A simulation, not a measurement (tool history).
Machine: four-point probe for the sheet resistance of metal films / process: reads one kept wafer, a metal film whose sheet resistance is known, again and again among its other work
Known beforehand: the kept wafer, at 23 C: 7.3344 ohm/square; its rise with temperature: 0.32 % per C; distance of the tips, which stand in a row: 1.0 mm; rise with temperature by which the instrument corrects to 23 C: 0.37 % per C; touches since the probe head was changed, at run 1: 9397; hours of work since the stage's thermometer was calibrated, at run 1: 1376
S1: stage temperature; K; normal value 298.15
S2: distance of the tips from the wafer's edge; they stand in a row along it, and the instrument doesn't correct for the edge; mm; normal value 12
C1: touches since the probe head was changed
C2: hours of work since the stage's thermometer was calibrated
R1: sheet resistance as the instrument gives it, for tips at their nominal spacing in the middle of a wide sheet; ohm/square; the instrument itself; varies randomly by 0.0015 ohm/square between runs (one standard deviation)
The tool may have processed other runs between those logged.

Run 1, hour 0: usual settings; C1 9397; C2 1376. Result: R1 7.331847 ohm/square.
Run 2, hour 18.5: usual settings; C1 9646; C2 1384. Result: R1 7.330182 ohm/square.
Run 3, hour 34.5: usual settings; C1 9861; C2 1391. Result: R1 7.330377 ohm/square.
Run 4, hour 51.8: usual settings; C1 10093; C2 1398. Result: R1 7.326792 ohm/square.
Run 5, hour 61.9: usual settings; C1 10229; C2 1402. Result: R1 7.329462 ohm/square.
Run 6, hour 80.2: usual settings; C1 10475; C2 1410. Result: R1 7.329243 ohm/square.
Run 7, hour 91.1: usual settings; C1 10622; C2 1415. Result: R1 7.329025 ohm/square.
Run 8, hour 102.5: usual settings; C1 10775; C2 1420. Result: R1 7.329537 ohm/square.
Run 9, hour 118.3: usual settings; C1 10988; C2 1426. Result: R1 7.33112 ohm/square.
Run 10, hour 129.8: usual settings but S1 297.15 K; C1 11142; C2 1431. Result: R1 7.331662 ohm/square.
Run 11, hour 138.3: usual settings but S1 297.15 K; C1 11256; C2 1435. Result: R1 7.333196 ohm/square.
Run 12, hour 150.7: usual settings but S1 297.15 K; C1 11423; C2 1440. Result: R1 7.33365 ohm/square.
Run 13, hour 164.9: usual settings but S1 297.15 K; C1 11614; C2 1446. Result: R1 7.333607 ohm/square.
Run 14, hour 185.1: usual settings but S1 297.15 K; C1 11886; C2 1455. Result: R1 7.334575 ohm/square.
Run 15, hour 201.8: usual settings but S1 303.15 K, S2 67 mm; C1 12110; C2 1462. Result: R1 7.285074 ohm/square.
Run 16, hour 210.9: usual settings but S1 295.15 K, S2 6 mm; C1 12232; C2 1466. Result: R1 7.419138 ohm/square.
Run 17, hour 227.6: usual settings but S1 295.15 K, S2 6 mm; C1 12456; C2 1473. Result: R1 7.419007 ohm/square.
Run 18, hour 237.3: usual settings but S1 299.15 K, S2 31 mm; C1 12587; C2 1477. Result: R1 7.2995 ohm/square.
Run 19, hour 246.8: usual settings but S1 299.15 K, S2 31 mm; C1 12715; C2 1481. Result: R1 7.301136 ohm/square.

The next listed run, before its measurement:
Run 20, hour 258.2: usual settings but S1 299.15 K, S2 31 mm; C1 12868; C2 1486. Result: R1 ?.

Run 20 produced R1 7.302794 ohm/square.
Minus the tool's unlogged condition, the same run would have read R1 7.329268 ohm/square.

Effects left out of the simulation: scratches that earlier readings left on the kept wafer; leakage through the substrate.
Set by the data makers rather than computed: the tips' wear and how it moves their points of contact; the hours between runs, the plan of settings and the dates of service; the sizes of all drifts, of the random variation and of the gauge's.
